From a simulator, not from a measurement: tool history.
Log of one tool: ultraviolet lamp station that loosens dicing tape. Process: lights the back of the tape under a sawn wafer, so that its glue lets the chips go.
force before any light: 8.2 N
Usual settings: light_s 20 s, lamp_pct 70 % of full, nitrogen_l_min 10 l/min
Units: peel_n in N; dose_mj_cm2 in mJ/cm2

run    hour  light_s  lamp_pct  nitrogen_l_min  peel_n  dose_mj_cm2
  1     0.0       20        70              10   0.780          389
  2    60.2       20        70              10   0.775          379
  3   134.7       20        70              10   0.819          367
  4   180.3       20        70              10   0.841          364
  5   248.4       20        70              10   0.856          355
      277.8  -- window cleaned of glue's vapour
  6   282.6       20        70              10   1.026          316
  7   343.6       20        70              10   1.085          311
  8   408.5       20        65              10   1.304          282
  9   459.1       20        65              10   1.311          285
 10   500.2       20        82              10   0.889          348
      534.1  -- window cleaned of glue's vapour, once more
 11   535.7       20        82              10   0.483          491
 12   567.9       20        82              10   0.518          479
 13   625.5       20        82              10   0.513          474
 14   670.2       20        82              10   0.527          471
 15   738.6       20        70               8   0.854          393
 16   795.3       20        70               8   0.909          388
 17   841.2       36        70              10   0.313          683
 18   898.2       36        70              10   0.321          668
 19   941.8       36        70              10   0.306          667
 20   982.7       14        79              10   1.219          291
 21  1023.3       14        95              19   0.623          349
 22  1101.7       14        95              19   0.663          338
 23  1163.3       14        95              19   0.676          329
 24  1222.0       15        70               8   1.734          253
 25  1264.2       20        83              10   0.717          397
 26  1309.0       20        83              10   0.728          388
 27  1366.1       20        83              10   0.790          386
     1371.9  -- window cleaned of glue's vapour
 28  1441.6       20        70              19   0.529          373
 29  1509.6       20        69               3   1.929          363
     1530.9  -- lamp changed
 30  1582.0       22        62              11   0.540          440
 31  1655.9       32        68               4   0.529          685
 32  1711.4       32        95               4   0.339          927
 33  1768.7       28        97               4   0.389          835
 34  1824.5       16        99               4   1.002          480
 35  1900.1       24        99              10   0.285          702

Forecast each of these 5 alternatives for the next run:
  A  1967.3       21        64              10       ?            ?
  B  1967.3       13        85              10       ?            ?
  C  1967.3       25        93               5       ?            ?
  D  1967.3       13        95              15       ?            ?
  E  1967.3       20        95              10       ?            ?

run  peel_n  dose_mj_cm2
  A   0.736          388
  B   1.036          314
  C   0.473          677
  D   0.663          360
  E   0.397          554
Without the tool's hidden state the same runs would have given:
run  peel_n  dose_mj_cm2
  A   0.542          459
  B   0.766          372
  C   0.368          800
  D   0.490          425
  E   0.316          654

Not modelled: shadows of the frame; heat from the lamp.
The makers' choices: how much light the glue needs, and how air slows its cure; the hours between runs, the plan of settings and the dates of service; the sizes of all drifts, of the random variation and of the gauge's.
